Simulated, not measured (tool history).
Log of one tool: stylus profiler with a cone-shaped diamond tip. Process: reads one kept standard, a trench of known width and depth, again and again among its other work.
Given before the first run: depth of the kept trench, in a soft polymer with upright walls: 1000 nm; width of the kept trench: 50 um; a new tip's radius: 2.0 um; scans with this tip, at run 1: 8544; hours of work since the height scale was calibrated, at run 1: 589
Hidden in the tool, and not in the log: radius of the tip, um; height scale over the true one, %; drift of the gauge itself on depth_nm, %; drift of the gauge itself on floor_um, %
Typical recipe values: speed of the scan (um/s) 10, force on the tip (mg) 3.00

run	hour	speed of the scan (um/s)	force on the tip (mg)	scans with this tip	hours of work since the height scale was calibrated	depth of the trench (nm)	width of the trench's floor (nm)
1	0.0	10	3.00	8544	589	1006.97	45810
2	16.8	10	3.00	8655	596	1006.85	45850
3	46.8	4	3.00	8854	610	1006.98	45850
4	61.7	4	3.00	8953	617	1006.56	45840
5	87.0	4	3.00	9120	628	1006.98	45830
6	113.8	4	3.00	9298	641	1006.63	45900
7	132.0	4	3.00	9419	649	1006.67	45770
8	153.7	4	6.26	9563	659	1012.26	45790
9	173.6	10	3.00	9695	668	1006.57	45770
10	199.9	10	3.00	9869	680	1006.85	45780
11	236.2	10	2.01	10110	697	1004.81	45710
12	252.9	10	3.00	10221	704	1006.63	45780
13	285.5	10	3.00	10437	719	1006.83	45730
14	314.0	10	3.00	10625	732	1006.17	45700
15	345.1	10	3.00	10832	746	1006.39	45690
16	372.4	24	3.00	11013	759	1006.44	45670
17	396.5	24	3.00	11172	770	1006.51	45600
18	425.7	7	1.72	11366	783	1003.52	45660
19	454.3	17	6.42	11556	796	1012.27	45650
20	472.9	14	2.60	11679	805	1005.19	45620
21	496.9	12	1.06	11838	816	1002.63	45570
# hour 500.2: height scale calibrated on a step standard
22	533.9	17	1.06	12080	15	1000.63	45560
23	563.1	21	1.34	12274	29	1001.32	45480
24	584.7	25	3.69	12417	39	1006.52	45520
25	601.3	13	2.86	12527	46	1005.02	45560
26	621.6	13	2.86	12662	55	1004.45	45550
27	636.5	13	2.86	12761	62	1004.42	45590
28	657.9	6	1.94	12903	72	1002.80	45550
# hour 678.7: height scale calibrated on a step standard, once more
29	688.9	10	7.53	13105	5	1015.81	45530
30	711.3	3	3.00	13253	15	1009.03	45610
31	729.1	9	6.12	13371	23	1013.71	45580
32	749.2	8	4.47	13504	32	1011.50	45460
33	773.0	8	4.47	13662	43	1011.07	45500

Table of differences, measured result less the result of that run with no hidden state. Run-to-run variation is the same in both. Gauge scatter possibly is not:
run	depth of the trench (nm)	width of the trench's floor (nm)
1	-1.65	-630
2	-1.66	-630
3	-1.70	-650
4	-1.71	-660
5	-1.74	-680
6	-1.77	-680
7	-1.79	-690
8	-1.82	-710
9	-1.84	-720
10	-1.86	-720
11	-1.90	-750
12	-1.91	-760
13	-1.95	-770
14	-1.98	-780
15	-2.02	-800
16	-2.05	-810
17	-2.07	-820
18	-2.10	-840
19	-2.15	-850
20	-2.16	-860
21	-2.18	-870
22	-3.44	-880
23	-3.47	-900
24	-3.51	-910
25	-3.53	-910
26	-3.55	-930
27	-3.57	-940
28	-3.59	-950
29	+0.05	-960
30	+0.02	-970
31	+0.01	-980
32	-0.01	-990
33	-0.03	-1000

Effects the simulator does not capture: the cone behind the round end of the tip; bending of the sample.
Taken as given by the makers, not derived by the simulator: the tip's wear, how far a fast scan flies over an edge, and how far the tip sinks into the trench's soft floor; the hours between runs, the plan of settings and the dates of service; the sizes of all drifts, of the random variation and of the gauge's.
